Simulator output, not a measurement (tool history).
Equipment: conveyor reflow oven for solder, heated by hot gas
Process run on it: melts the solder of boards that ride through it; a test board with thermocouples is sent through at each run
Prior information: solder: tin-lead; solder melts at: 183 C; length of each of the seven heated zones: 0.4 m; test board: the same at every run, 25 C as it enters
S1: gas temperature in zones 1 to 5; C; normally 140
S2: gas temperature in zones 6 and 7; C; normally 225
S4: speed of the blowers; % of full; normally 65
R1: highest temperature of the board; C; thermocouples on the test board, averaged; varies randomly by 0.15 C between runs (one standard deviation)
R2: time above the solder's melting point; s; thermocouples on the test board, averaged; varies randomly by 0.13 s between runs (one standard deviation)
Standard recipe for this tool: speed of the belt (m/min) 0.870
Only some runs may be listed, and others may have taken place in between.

Run 1, hour 0.0: usual settings. Result: R1 207.1 C, R2 34.6 s.
Run 2, hour 18.4: usual settings but S2 233 C. Result: R1 213.4 C, R2 39.3 s.
Run 3, hour 51.8: usual settings but S2 233 C. Result: R1 212.8 C, R2 39.3 s.
Run 4, hour 73.9: usual settings but S2 233 C. Result: R1 213.1 C, R2 39.3 s.
Run 5, hour 104.7: usual settings but S2 233 C. Result: R1 212.9 C, R2 39.3 s.
Run 6, hour 128.0: usual settings but S2 233 C. Result: R1 212.9 C, R2 39.2 s.
Run 7, hour 151.2: usual settings but S2 233 C. Result: R1 212.9 C, R2 39.1 s.
Run 8, hour 176.3: usual settings but S2 233 C. Result: R1 213.0 C, R2 39.3 s.
At hour 204.0: belt drive overhauled, speed set with a stopwatch.
Run 9, hour 219.1: usual settings but S2 233 C. Result: R1 211.5 C, R2 37.3 s.
Run 10, hour 247.2: usual settings but S2 233 C. Result: R1 211.6 C, R2 37.2 s.
Run 11, hour 270.5: usual settings but S2 233 C, speed of the belt (m/min) 0.829. Result: R1 213.8 C, R2 40.4 s.
Run 12, hour 298.6: usual settings. Result: R1 205.3 C, R2 32.4 s.
Run 13, hour 314.2: usual settings. Result: R1 205.3 C, R2 32.2 s.
Run 14, hour 342.2: usual settings. Result: R1 205.1 C, R2 32.4 s.
At hour 356.6: flux residue cleaned out of gas plates and filters.
Run 15, hour 381.6: usual settings. Result: R1 207.5 C, R2 35.0 s.
Run 16, hour 409.3: usual settings but S1 137 C. Result: R1 206.7 C, R2 33.3 s.
Run 17, hour 434.5: usual settings but S1 135 C, S2 220 C, speed of the belt (m/min) 0.983, S4 76 % of full. Result: R1 200.6 C, R2 23.9 s.
Run 18, hour 452.1: usual settings but S4 76 % of full. Result: R1 209.8 C, R2 36.6 s.
Run 19, hour 488.1: usual settings but S4 76 % of full. Result: R1 209.5 C, R2 37.1 s.
Run 20, hour 524.3: usual settings but S4 76 % of full. Result: R1 209.6 C, R2 36.8 s.
Run 21, hour 540.5: usual settings but S4 61 % of full. Result: R1 206.3 C, R2 33.7 s.
At hour 563.2: thermocouples of zones 6 and 7 changed.
Run 22, hour 567.5: usual settings but S2 224 C, speed of the belt (m/min) 0.941, S4 50 % of full. Result: R1 196.9 C, R2 21.6 s.
Run 23, hour 584.5: usual settings but S2 219 C, S4 80 % of full. Result: R1 202.8 C, R2 31.7 s.
Run 24, hour 611.6: usual settings but S1 136 C, S2 218 C, speed of the belt (m/min) 0.714, S4 62 % of full. Result: R1 203.3 C, R2 38.9 s.
Run 25, hour 641.4: usual settings but S1 136 C, S2 237 C, speed of the belt (m/min) 0.714, S4 62 % of full. Result: R1 219.7 C, R2 51.8 s.
Run 26, hour 661.3: usual settings but S1 128 C, S2 229 C, speed of the belt (m/min) 0.829, S4 62 % of full. Result: R1 205.9 C, R2 32.1 s.
Run 27, hour 697.1: usual settings but S1 138 C, speed of the belt (m/min) 0.846. Result: R1 205.0 C, R2 33.2 s.
Run 28, hour 715.7: usual settings but S1 138 C, speed of the belt (m/min) 0.802, S4 75 % of full. Result: R1 208.8 C, R2 39.1 s.
Run 29, hour 739.0: usual settings but S2 224 C, S4 68 % of full. Result: R1 204.1 C, R2 32.1 s.
Run 30, hour 773.3: usual settings but S2 224 C, S4 68 % of full. Result: R1 204.3 C, R2 32.3 s.
Run 31, hour 804.4: usual settings but S1 134 C. Result: R1 202.9 C, R2 29.3 s.
Run 32, hour 837.0: usual settings but S1 134 C. Result: R1 202.6 C, R2 29.4 s.

Branching from run 32: 3 alternative next runs. What would each branch give?
Run A, hour 862.3: usual settings but S1 134 C, S2 229 C, speed of the belt (m/min) 0.976, S4 63 % of full. Result: R1 ?, R2 ?.
Run B, hour 862.3: usual settings but S1 137 C, speed of the belt (m/min) 0.928, S4 51 % of full. Result: R1 ?, R2 ?.
Run C, hour 862.3: usual settings but S2 230 C, S4 61 % of full. Result: R1 ?, R2 ?.

run     R1    R2
  A  200.8  23.6
  B  197.2  21.5
  C  207.0  34.6
What these runs would have given with no unlogged condition in the tool:
run     R1    R2
  A  202.4  24.9
  B  198.5  22.7
  C  208.4  35.4
